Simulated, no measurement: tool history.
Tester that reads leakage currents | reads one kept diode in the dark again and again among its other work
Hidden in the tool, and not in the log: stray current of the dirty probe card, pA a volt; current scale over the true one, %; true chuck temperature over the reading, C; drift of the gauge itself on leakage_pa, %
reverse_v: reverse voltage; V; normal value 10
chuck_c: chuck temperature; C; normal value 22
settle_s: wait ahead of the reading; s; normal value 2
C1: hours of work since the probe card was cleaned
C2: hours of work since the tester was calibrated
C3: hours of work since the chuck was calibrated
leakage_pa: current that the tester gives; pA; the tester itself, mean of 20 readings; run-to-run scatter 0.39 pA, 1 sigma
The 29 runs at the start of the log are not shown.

Run 30, hour 1423.4: usual settings but reverse_v 1.8 V, chuck_c 26 C, settle_s 3.92 s; C1 693; C2 51; C3 398. Result: leakage_pa 65.4 pA.
Run 31, hour 1463.9: usual settings but reverse_v 1.8 V, chuck_c 26 C, settle_s 3.92 s; C1 723; C2 81; C3 427. Result: leakage_pa 64.98 pA.
Run 32, hour 1527.6: usual settings but reverse_v 2.7 V, chuck_c 21 C, settle_s 1.09 s; C1 769; C2 127; C3 473. Result: leakage_pa 54.41 pA.
Run 33, hour 1588.2: usual settings but reverse_v 2.7 V, chuck_c 21 C, settle_s 1.09 s; C1 813; C2 171; C3 517. Result: leakage_pa 54.37 pA.
At hour 1622.4: chuck's temperature calibrated.
Run 34, hour 1641.3: usual settings but reverse_v 2.7 V, chuck_c 21 C, settle_s 1.09 s; C1 850; C2 208; C3 14. Result: leakage_pa 54.49 pA.
Run 35, hour 1669.2: usual settings but reverse_v 16.7 V, chuck_c 47 C, settle_s 2.54 s; C1 870; C2 228; C3 34. Result: leakage_pa 1249.43 pA.
Run 36, hour 1711.4: usual settings but reverse_v 16.7 V, chuck_c 47 C, settle_s 2.54 s; C1 901; C2 258; C3 65. Result: leakage_pa 1257.29 pA.
Run 37, hour 1779.1: usual settings but reverse_v 16.7 V, chuck_c 47 C, settle_s 2.54 s; C1 950; C2 307; C3 114. Result: leakage_pa 1253.66 pA.
Run 38, hour 1806.8: usual settings but reverse_v 5.3 V, chuck_c 50 C, settle_s 0.66 s; C1 970; C2 327; C3 134. Result: leakage_pa 791.33 pA.
Run 39, hour 1839: usual settings but reverse_v 1.1 V; C1 993; C2 351; C3 157. Result: leakage_pa 34.82 pA.
Run 40, hour 1893.1: usual settings but reverse_v 1.1 V; C1 1032; C2 390; C3 196. Result: leakage_pa 34.84 pA.
Run 41, hour 1957.2: usual settings but chuck_c 21 C, settle_s 1.01 s; C1 1079; C2 436; C3 243. Result: leakage_pa 117.35 pA.

Predict each of these 3 candidate next runs independently; none follows another, all start after run 41:
Run A, hour 1997.2: usual settings but chuck_c 59 C, settle_s 1.39 s; C1 1108; C2 465; C3 272. Result: leakage_pa ?.
Run B, hour 1997.2: usual settings but chuck_c 29 C, settle_s 0.7 s; C1 1108; C2 465; C3 272. Result: leakage_pa ?.
Run C, hour 1997.2: usual settings but reverse_v 1.4 V, chuck_c 23 C, settle_s 1.33 s; C1 1108; C2 465; C3 272. Result: leakage_pa ?.

run  leakage_pa
  A     2180.14
  B      231.27
  C       43.83
Without the tool's unlogged condition, the same runs would have read:
run  leakage_pa
  A     2180.68
  B      231.28
  C       43.83

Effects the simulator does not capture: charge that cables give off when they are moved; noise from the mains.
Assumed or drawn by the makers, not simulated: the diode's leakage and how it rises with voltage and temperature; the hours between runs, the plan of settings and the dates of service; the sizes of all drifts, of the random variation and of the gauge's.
